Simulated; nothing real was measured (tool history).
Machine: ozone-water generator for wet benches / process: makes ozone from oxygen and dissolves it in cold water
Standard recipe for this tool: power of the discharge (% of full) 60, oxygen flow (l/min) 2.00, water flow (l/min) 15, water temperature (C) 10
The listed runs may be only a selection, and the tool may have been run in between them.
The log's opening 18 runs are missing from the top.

| run | hour | power of the discharge (% of full) | oxygen flow (l/min) | water flow (l/min) | water temperature (C) | hours of work since the electrodes were changed | hours of work since the contactor was cleaned | hours of work since the thermometer was calibrated | dissolved ozone (ppm) | ozone in the gas ahead of the water (g/m3) |
|---|---|---|---|---|---|---|---|---|---|---|
| 19 | 631.6 | 60 | 2.77 | 15 | 9 | 513 | 1767 | 2846 | 16.6 | 196.3 |
| 20 | 666.4 | 60 | 2.77 | 15 | 9 | 537 | 1791 | 2871 | 16.7 | 198.2 |
| 21 | 698.3 | 60 | 2.77 | 15 | 9 | 560 | 1814 | 2893 | 16.5 | 197.9 |
| 22 | 745.1 | 56 | 2.77 | 18 | 9 | 593 | 1847 | 2926 | 13.6 | 187.1 |
|  | 752.3 | contactor cleaned |
| 23 | 785.9 | 60 | 2.08 | 19 | 6 | 619 | 24 | 2952 | 11.9 | 218.3 |
| 24 | 821.9 | 60 | 2.08 | 19 | 6 | 644 | 49 | 2978 | 11.9 | 220.6 |
|  | 858.4 | contactor cleaned, once more |
| 25 | 858.4 | 60 | 2.00 | 10 | 7 | 667 | 0 | 3000 | 22.2 | 220.6 |
| 26 | 893.1 | 60 | 2.00 | 16 | 14 | 691 | 24 | 3025 | 13.5 | 224.5 |
| 27 | 944.4 | 55 | 2.00 | 15 | 7 | 727 | 61 | 3061 | 14.1 | 205.2 |
| 28 | 981.6 | 55 | 1.71 | 15 | 8 | 754 | 87 | 3087 | 13.2 | 220.6 |
| 29 | 1007.9 | 55 | 1.71 | 15 | 8 | 772 | 105 | 3106 | 13.2 | 219.0 |
| 30 | 1041.8 | 56 | 2.92 | 23 | 7 | 796 | 129 | 3130 | 10.9 | 183.8 |
| 31 | 1092.2 | 60 | 2.00 | 15 | 9 | 831 | 165 | 3165 | 14.8 | 221.8 |
| 32 | 1125.5 | 53 | 2.00 | 13 | 5 | 855 | 188 | 3189 | 15.9 | 201.8 |
| 33 | 1152.9 | 53 | 2.00 | 13 | 5 | 874 | 207 | 3208 | 15.7 | 202.2 |

What if the next run were any one of these 3? Each begins from the tool's condition after run 33:
| A | 1189.8 | 60 | 2.00 | 11 | 10 | 900 | 233 | 3234 | ? | ? |
| B | 1189.8 | 53 | 2.00 | 11 | 16 | 900 | 233 | 3234 | ? | ? |
| C | 1189.8 | 60 | 2.00 | 17 | 10 | 900 | 233 | 3234 | ? | ? |

| run | dissolved ozone (ppm) | ozone in the gas ahead of the water (g/m3) |
|---|---|---|
| A | 19.6 | 223.3 |
| B | 16.6 | 202.3 |
| C | 13.1 | 223.0 |
Stripped of hidden state, with their random variation kept, the same runs would have yielded:
| run | dissolved ozone (ppm) | ozone in the gas ahead of the water (g/m3) |
|---|---|---|
| A | 19.9 | 225.1 |
| B | 16.9 | 203.8 |
| C | 13.3 | 224.8 |
